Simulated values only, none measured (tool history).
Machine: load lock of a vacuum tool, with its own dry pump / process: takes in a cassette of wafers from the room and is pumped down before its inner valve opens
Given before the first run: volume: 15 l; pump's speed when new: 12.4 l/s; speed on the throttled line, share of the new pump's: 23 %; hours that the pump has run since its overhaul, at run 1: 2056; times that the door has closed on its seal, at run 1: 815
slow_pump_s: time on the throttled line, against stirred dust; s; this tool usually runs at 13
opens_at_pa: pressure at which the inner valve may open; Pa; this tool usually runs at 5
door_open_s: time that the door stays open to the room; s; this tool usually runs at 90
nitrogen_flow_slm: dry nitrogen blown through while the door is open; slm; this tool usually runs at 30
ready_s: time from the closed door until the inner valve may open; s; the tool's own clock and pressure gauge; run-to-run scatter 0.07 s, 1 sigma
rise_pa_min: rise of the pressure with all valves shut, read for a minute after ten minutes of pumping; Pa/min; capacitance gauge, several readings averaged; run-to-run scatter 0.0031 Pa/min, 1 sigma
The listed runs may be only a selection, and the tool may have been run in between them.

run,day,slow_pump_s,opens_at_pa,door_open_s,nitrogen_flow_slm,hours that the pump has run since its overhaul,times that the door has closed on its seal,"incoming humidity of the room's air, %",ready_s,rise_pa_min
1,0.000,13,5,90,30,2056,815,47.2,22.14,0.074
2,7.350,13,5,90,30,2232,1467,46.4,22.06,0.076
3,16.050,13,5,90,30,2441,2238,44.5,22.18,0.074
4,20.812,13,5,90,30,2555,2660,44.6,22.15,0.069
5,29.000,13,5,90,30,2752,3386,44.2,22.13,0.072
6,38.129,13,5,90,30,2971,4196,44.6,22.09,0.067
7,42.554,13,5,90,30,3077,4588,45.7,22.07,0.073
8,49.250,13,5,36,30,3238,5182,41.3,22.15,0.043
9,58.104,13,9,90,30,3450,5967,48.5,21.50,0.082
10,63.288,13,5,105,30,3575,6427,44.9,22.10,0.071
11,67.150,13,5,105,30,3667,6769,42.9,22.21,0.074
12,72.842,13,5,162,30,3804,7274,43.3,22.10,0.089
13,79.921,13,5,162,30,3974,7901,44.6,22.17,0.099
14,88.971,13,5,162,30,4191,8704,42.8,22.01,0.091
15,95.812,19,5,162,30,4355,9311,45.1,26.79,0.091
16,102.354,19,5,162,19,4512,9891,44.3,26.62,0.109
17,106.250,13,6,90,30,4606,10236,46.5,21.77,0.077
18,111.600,13,6,90,30,4734,10711,42.5,21.92,0.062
19,117.183,13,6,90,30,4868,11206,45.0,22.01,0.071
20,125.275,19,5,90,30,5062,11923,44.1,26.73,0.073
21,129.246,19,5,90,30,5158,12275,44.3,26.69,0.069
22,133.767,7,5,90,39,5266,12676,45.6,17.52,0.065
23,139.642,25,7,216,21,5407,13197,44.3,30.87,0.122
24,144.088,10,5,126,30,5514,13591,44.4,19.72,0.084
25,149.875,15,8,203,5,5653,14104,39.5,23.01,0.144
26,158.479,8,5,90,40,5859,14868,47.0,18.24,0.067
27,167.896,8,5,111,5,6085,15702,44.1,18.24,0.125
28,177.429,13,4,90,30,6314,16548,44.1,22.38,0.065
29,185.908,13,4,90,30,6518,17300,46.7,22.42,0.075
30,194.283,16,5,146,30,6719,18042,46.2,24.46,0.087
31,201.854,16,5,109,19,6900,18713,43.5,24.33,0.091
32,209.817,8,5,90,8,7091,19419,43.9,18.12,0.104

Forecast run 33:
33,217.483,10,5,70,28,7275,20099,40.8,?,?

ready_s: 19.85 s
rise_pa_min: 0.057 Pa/min
Minus the tool's unlogged condition, the same run would have read ready_s 19.84 s, rise_pa_min 0.057 Pa/min.
